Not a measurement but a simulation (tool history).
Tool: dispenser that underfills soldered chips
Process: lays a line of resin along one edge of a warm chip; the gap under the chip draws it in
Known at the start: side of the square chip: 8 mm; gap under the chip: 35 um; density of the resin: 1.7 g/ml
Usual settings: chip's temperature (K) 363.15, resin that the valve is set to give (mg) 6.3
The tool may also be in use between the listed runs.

run	hour	chip's temperature (K)	resin that the valve is set to give (mg)	time until the resin shows at the far edge (s)	resin that the valve gave (mg)
1	0	363.15	6.3	50.2	6.18
2	7.2	363.15	6.3	62.4	6.12
# hour 13.3: new syringe of resin
3	14.4	363.15	6.3	47.8	6.04
4	22	367.15	6.3	51.1	6.01
# hour 28.9: new syringe of resin
5	33.9	367.15	6.48	44.4	6.2
6	42.3	363.15	6.3	71	5.97
# hour 45.2: new syringe of resin
7	51.9	363.15	6.91	55.1	6.5
8	59.7	363.15	6.91	72.5	6.44
# hour 61.2: new syringe of resin
9	69.7	366.15	6.3	53.1	5.83
# hour 77.1: new syringe of resin
10	78.3	363.15	7.46	46.8	6.95
11	88.3	359.15	6.3	80.6	5.81
# hour 93: new syringe of resin
12	94.3	363.15	6.3	47.1	5.82
13	103.6	363.15	6.3	66.5	5.69
# hour 109.4: new syringe of resin
14	113.8	363.15	6.3	51.9	5.7
# hour 119.1: dispensing valve cleaned and set on the balance
15	122.7	363.15	6.3	70.7	6.28
# hour 126.4: new syringe of resin
16	135.6	358.15	5.52	79.3	5.47
# hour 142.1: new syringe of resin
17	145.1	358.15	5.52	64.5	5.47
18	156.3	358.15	5.52	92.9	5.35
# hour 158.5: new syringe of resin
19	165.7	373.15	6.31	39.5	6.14
# hour 174.7: new syringe of resin
20	178.2	373.15	6.31	33.8	6.1
21	186	363.15	7.61	65.9	7.33
# hour 190.7: new syringe of resin
22	194.6	350.15	5.52	92.1	5.32
# hour 207.2: new syringe of resin
23	208.5	350.15	5.52	87.5	5.22
24	218.4	350.15	5.52	121.8	5.21
# hour 223.2: new syringe of resin
25	232.1	375.15	7.39	38.5	6.92
# hour 239: new syringe of resin
26	244.1	375.15	7.39	32.7	6.88
# hour 255: new syringe of resin
27	256	376.15	6.88	27	6.36

3 ways to go on from here, each from the tool as it stands after run 27. What would each give?
A	261.8	371.15	6.41	?	?
B	261.8	349.15	5.9	?	?
C	261.8	363.15	7.53	?	?

run	time until the resin shows at the far edge (s)	resin that the valve gave (mg)
A	41.2	5.9
B	109.6	5.48
C	57.6	6.97
Without the tool's hidden state the same runs would have given:
run	time until the resin shows at the far edge (s)	resin that the valve gave (mg)
A	31.4	6.38
B	82.8	5.92
C	44.1	7.53

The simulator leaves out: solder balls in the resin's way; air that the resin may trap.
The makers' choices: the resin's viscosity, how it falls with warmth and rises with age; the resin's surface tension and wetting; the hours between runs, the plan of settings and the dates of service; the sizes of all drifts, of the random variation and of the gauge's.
